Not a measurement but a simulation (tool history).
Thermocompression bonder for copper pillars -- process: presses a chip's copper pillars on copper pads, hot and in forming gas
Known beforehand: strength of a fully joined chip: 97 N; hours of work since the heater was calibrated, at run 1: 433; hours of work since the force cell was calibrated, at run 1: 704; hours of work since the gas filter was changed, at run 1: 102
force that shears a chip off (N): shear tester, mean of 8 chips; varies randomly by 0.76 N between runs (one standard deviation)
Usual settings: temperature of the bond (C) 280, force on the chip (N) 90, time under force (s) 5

run,day,temperature of the bond (C),force on the chip (N),time under force (s),hours of work since the heater was calibrated,hours of work since the force cell was calibrated,hours of work since the gas filter was changed,force that shears a chip off (N)
1,0,280,90,5,433,704,102,67
2,1.725,280,90,8,450,721,120,74.4
3,3.312,280,90,8,466,737,136,74.7
4,4.521,280,90,13,479,750,148,80.3
5,6.138,280,90,13,495,766,165,79.6
6,7.612,280,90,5,510,781,180,65.3
7,9.079,280,90,5,525,796,195,65.2
8,10.7,295,90,5,541,812,211,72.8
9,12.329,295,90,5,558,829,228,71.2
10,13.542,295,90,5,570,841,240,71.3
# day 13.754: force cell calibrated
11,14.679,280,90,5,581,9,251,64.2
12,15.612,280,90,7,591,19,260,68
13,16.458,280,90,8,599,27,269,70.6
14,18.225,280,90,8,617,45,287,69.3
15,19.2,280,90,8,627,55,297,70.9
16,20.121,280,90,8,636,65,306,69.3
# day 20.654: forming gas filter changed
17,21.342,280,95,4,649,77,7,66.6
# day 22.121: force cell calibrated, once more
18,23.088,269,95,6,666,10,24,67
19,24.729,269,95,6,682,26,41,66.4
20,26.642,271,84,3,702,46,60,52.9
21,28.329,309,90,4,719,63,77,79.1
22,29.779,280,90,13,734,78,92,81
23,31.267,276,132,15,749,93,107,87.2

Across each entry between runs, compare the hidden state at the last listed run before it with the hidden state at the first listed run after it:
From run 10 to run 11: force cell calibrated (day 13.754)
  true temperature of the bond over the reading, C: -2.3 -> -2.4; force that reaches the chip, % of what is set: 97.1 -> 96.5; oxide that the forming gas leaves, % of the face: 7.75 -> 8.08
  difference, measured minus the result without the unlogged condition, force that shears a chip off (N): -7.2 -> -7.5
From run 16 to run 17: forming gas filter changed (day 20.654)
  true temperature of the bond over the reading, C: -2.6 -> -2.7; oxide that the forming gas leaves, % of the face: 9.69 -> 0.76
  difference, measured minus the result without the unlogged condition, force that shears a chip off (N): -9.1 -> -2.6
From run 17 to run 18: force cell calibrated, once more (day 22.121)
  true temperature of the bond over the reading, C: -2.7 -> -2.8; force that reaches the chip, % of what is set: 96.3 -> 99.7; oxide that the forming gas leaves, % of the face: 0.76 -> 1.24
  difference, measured minus the result without the unlogged condition, force that shears a chip off (N): -2.6 -> -2.2
